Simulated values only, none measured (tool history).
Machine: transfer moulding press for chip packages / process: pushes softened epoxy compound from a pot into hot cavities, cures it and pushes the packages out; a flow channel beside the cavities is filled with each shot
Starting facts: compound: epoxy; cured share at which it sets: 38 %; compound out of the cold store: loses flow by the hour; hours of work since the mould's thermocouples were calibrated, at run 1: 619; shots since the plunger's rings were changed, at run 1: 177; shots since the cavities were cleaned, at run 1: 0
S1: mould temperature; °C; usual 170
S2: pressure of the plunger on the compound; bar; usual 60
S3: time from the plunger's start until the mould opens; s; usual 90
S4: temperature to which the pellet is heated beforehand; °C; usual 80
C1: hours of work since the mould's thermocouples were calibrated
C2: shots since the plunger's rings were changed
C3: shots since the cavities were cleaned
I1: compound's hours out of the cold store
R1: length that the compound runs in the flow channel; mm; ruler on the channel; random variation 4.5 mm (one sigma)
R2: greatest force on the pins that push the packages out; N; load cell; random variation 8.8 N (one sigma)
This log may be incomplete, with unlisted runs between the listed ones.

run 1 day=0 | S1=170 S2=60 S3=90 S4=80 | C1=619 C2=177 C3=0 | I1=10.6 | R1=551 R2=453
run 2 day=2.075 | S1=170 S2=60 S3=90 S4=80 | C1=656 C2=860 C3=683 | I1=37.6 | R1=489 R2=785
-- day=2.767 cavities cleaned with cleaning compound and waxed
run 3 day=4.192 | S1=170 S2=60 S3=90 S4=80 | C1=693 C2=1538 C3=469 | I1=21.4 | R1=513 R2=680
-- day=5.608 cavities cleaned with cleaning compound and waxed
run 4 day=6.533 | S1=170 S2=60 S3=90 S4=80 | C1=734 C2=2290 C3=306 | I1=35.4 | R1=477 R2=618
-- day=8.258 cavities cleaned with cleaning compound and waxed
run 5 day=8.879 | S1=170 S2=62.5 S3=90 S4=80 | C1=774 C2=3042 C3=204 | I1=47 | R1=446 R2=545
-- day=10.683 mould's thermocouples calibrated
-- day=11.204 plunger's sealing rings changed
-- day=11.267 cavities cleaned with cleaning compound and waxed
run 6 day=11.383 | S1=170 S2=62.5 S3=90 S4=80 | C1=10 C2=39 C3=39 | I1=20 | R1=539 R2=411
run 7 day=12.762 | S1=177 S2=60 S3=90 S4=80 | C1=34 C2=494 C3=494 | I1=16.4 | R1=510 R2=537
-- day=14.088 cavities cleaned with cleaning compound and waxed
run 8 day=14.288 | S1=177 S2=60 S3=90 S4=80 | C1=60 C2=975 C3=65 | I1=19.4 | R1=499 R2=363
run 9 day=16.346 | S1=170 S2=60 S3=90 S4=80 | C1=97 C2=1654 C3=744 | I1=20.4 | R1=515 R2=722
-- day=16.883 cavities cleaned with cleaning compound and waxed
run 10 day=17.821 | S1=170 S2=60 S3=90 S4=77 | C1=122 C2=2120 C3=309 | I1=15 | R1=523 R2=581
run 11 day=19.371 | S1=170 S2=60 S3=90 S4=75 | C1=150 C2=2632 C3=821 | I1=25.7 | R1=494 R2=746
-- day=19.567 cavities cleaned with cleaning compound and waxed
run 12 day=21.954 | S1=170 S2=52.2 S3=86 S4=85 | C1=195 C2=3463 C3=788 | I1=29.4 | R1=445 R2=818
-- day=22.25 cavities cleaned with cleaning compound and waxed
-- day=22.771 plunger's sealing rings changed
run 13 day=24.558 | S1=170 S2=54.4 S3=98 S4=77 | C1=238 C2=590 C3=727 | I1=11.5 | R1=523 R2=705
-- day=25.133 cavities cleaned with cleaning compound and waxed
run 14 day=27.067 | S1=177 S2=60 S3=99 S4=89 | C1=282 C2=1396 C3=637 | I1=45.1 | R1=442 R2=572
-- day=27.896 cavities cleaned with cleaning compound and waxed
run 15 day=29.758 | S1=175 S2=60 S3=116 S4=89 | C1=329 C2=2264 C3=615 | I1=34 | R1=463 R2=558
-- day=30.629 cavities cleaned with cleaning compound and waxed
run 16 day=31.575 | S1=175 S2=60 S3=116 S4=89 | C1=360 C2=2842 C3=312 | I1=31.2 | R1=457 R2=453
-- day=33.275 cavities cleaned with cleaning compound and waxed
run 17 day=33.667 | S1=175 S2=60 S3=116 S4=89 | C1=396 C2=3511 C3=129 | I1=26.2 | R1=462 R2=367
-- day=34.379 plunger's sealing rings changed
run 18 day=35.421 | S1=175 S2=60 S3=116 S4=89 | C1=426 C2=343 C3=672 | I1=13 | R1=527 R2=565
-- day=36.071 cavities cleaned with cleaning compound and waxed
run 19 day=38.042 | S1=170 S2=54.9 S3=72 S4=72 | C1=471 C2=1187 C3=649 | I1=37.1 | R1=459 R2=1152
-- day=38.767 cavities cleaned with cleaning compound and waxed
run 20 day=39.346 | S1=170 S2=55.1 S3=121 S4=72 | C1=493 C2=1596 C3=190 | I1=17.5 | R1=498 R2=448
-- day=41.458 cavities cleaned with cleaning compound and waxed
run 21 day=41.488 | S1=170 S2=71.5 S3=90 S4=85 | C1=531 C2=2282 C3=10 | I1=27.9 | R1=531 R2=417

Predict each of these 3 candidate next runs independently; none follows another, all start after run 21:
run A day=43.554 | S1=171 S2=46.8 S3=90 S4=80 | C1=567 C2=2963 C3=691 | I1=8.5 | R1=? R2=?
run B day=43.554 | S1=178 S2=71.5 S3=109 S4=74 | C1=567 C2=2963 C3=691 | I1=18.3 | R1=? R2=?
run C day=43.554 | S1=165 S2=71.5 S3=73 S4=85 | C1=567 C2=2963 C3=691 | I1=18.3 | R1=? R2=?

run=A R1=470 R2=743
run=B R1=529 R2=559
run=C R1=566 R2=1741
Without the tool's unlogged condition, the same runs would have read:
run=A R1=494 R2=384
run=B R1=556 R2=307
run=C R1=594 R2=880
